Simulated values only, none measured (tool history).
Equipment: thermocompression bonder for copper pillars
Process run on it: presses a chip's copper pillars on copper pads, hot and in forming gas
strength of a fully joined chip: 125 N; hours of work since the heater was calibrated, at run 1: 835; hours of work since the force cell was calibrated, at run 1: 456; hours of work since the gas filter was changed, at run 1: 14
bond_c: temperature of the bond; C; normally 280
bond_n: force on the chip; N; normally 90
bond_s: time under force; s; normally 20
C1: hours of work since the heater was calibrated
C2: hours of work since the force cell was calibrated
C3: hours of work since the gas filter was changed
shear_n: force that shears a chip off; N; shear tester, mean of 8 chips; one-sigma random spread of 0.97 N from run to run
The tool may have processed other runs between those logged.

{"run": 1, "hour": 0.0, "bond_c": 280, "bond_n": 90, "bond_s": 20, "C1": 835, "C2": 456, "C3": 14, "shear_n": 76.7}
{"run": 2, "hour": 29.5, "bond_c": 280, "bond_n": 90, "bond_s": 40, "C1": 848, "C2": 469, "C3": 26, "shear_n": 91.6}
{"run": 3, "hour": 58.5, "bond_c": 280, "bond_n": 90, "bond_s": 40, "C1": 861, "C2": 481, "C3": 39, "shear_n": 92.4}
{"run": 4, "hour": 82.6, "bond_c": 280, "bond_n": 90, "bond_s": 40, "C1": 871, "C2": 492, "C3": 49, "shear_n": 91.6}
{"run": 5, "hour": 98.1, "bond_c": 280, "bond_n": 90, "bond_s": 20, "C1": 878, "C2": 499, "C3": 56, "shear_n": 73.2}
{"run": 6, "hour": 126.0, "bond_c": 280, "bond_n": 90, "bond_s": 20, "C1": 890, "C2": 511, "C3": 68, "shear_n": 73.7}
{"run": 7, "hour": 148.1, "bond_c": 280, "bond_n": 90, "bond_s": 20, "C1": 900, "C2": 520, "C3": 78, "shear_n": 74.3}
{"run": 8, "hour": 171.5, "bond_c": 280, "bond_n": 90, "bond_s": 20, "C1": 910, "C2": 531, "C3": 88, "shear_n": 71.8}
{"run": 9, "hour": 187.2, "bond_c": 280, "bond_n": 90, "bond_s": 20, "C1": 917, "C2": 537, "C3": 95, "shear_n": 73.9}
{"run": 10, "hour": 213.3, "bond_c": 280, "bond_n": 90, "bond_s": 28, "C1": 928, "C2": 549, "C3": 106, "shear_n": 78.4}
{"run": 11, "hour": 241.0, "bond_c": 280, "bond_n": 90, "bond_s": 28, "C1": 940, "C2": 561, "C3": 118, "shear_n": 80}
{"hour": 244.9, "done": "heater calibrated with a thermocouple chip"}
{"run": 12, "hour": 260.1, "bond_c": 289, "bond_n": 85, "bond_s": 17, "C1": 7, "C2": 568, "C3": 126, "shear_n": 69.5}
{"run": 13, "hour": 289.1, "bond_c": 257, "bond_n": 103, "bond_s": 27, "C1": 19, "C2": 581, "C3": 138, "shear_n": 64}
{"run": 14, "hour": 318.2, "bond_c": 280, "bond_n": 72, "bond_s": 20, "C1": 32, "C2": 593, "C3": 151, "shear_n": 55.6}
{"run": 15, "hour": 347.9, "bond_c": 264, "bond_n": 101, "bond_s": 36, "C1": 45, "C2": 606, "C3": 164, "shear_n": 74.8}
{"hour": 353.4, "done": "heater calibrated with a thermocouple chip, once more"}
{"run": 16, "hour": 369.7, "bond_c": 264, "bond_n": 54, "bond_s": 36, "C1": 7, "C2": 615, "C3": 172, "shear_n": 46.5}
{"run": 17, "hour": 389.0, "bond_c": 273, "bond_n": 100, "bond_s": 20, "C1": 15, "C2": 623, "C3": 181, "shear_n": 75.1}
{"run": 18, "hour": 403.1, "bond_c": 273, "bond_n": 99, "bond_s": 20, "C1": 22, "C2": 629, "C3": 187, "shear_n": 74.5}
{"run": 19, "hour": 424.6, "bond_c": 280, "bond_n": 85, "bond_s": 49, "C1": 31, "C2": 639, "C3": 196, "shear_n": 87.9}
{"hour": 429.1, "done": "forming gas filter changed"}
{"run": 20, "hour": 446.9, "bond_c": 280, "bond_n": 85, "bond_s": 49, "C1": 40, "C2": 648, "C3": 8, "shear_n": 99.4}

The next listed run, before its measurement:
{"run": 21, "hour": 468.5, "bond_c": 280, "bond_n": 85, "bond_s": 49, "C1": 50, "C2": 658, "C3": 17, "shear_n": "?"}

{"run 21": {"shear_n": 99.5}}
Had the tool carried no hidden state, the very same run would have given shear_n 101.1 N.

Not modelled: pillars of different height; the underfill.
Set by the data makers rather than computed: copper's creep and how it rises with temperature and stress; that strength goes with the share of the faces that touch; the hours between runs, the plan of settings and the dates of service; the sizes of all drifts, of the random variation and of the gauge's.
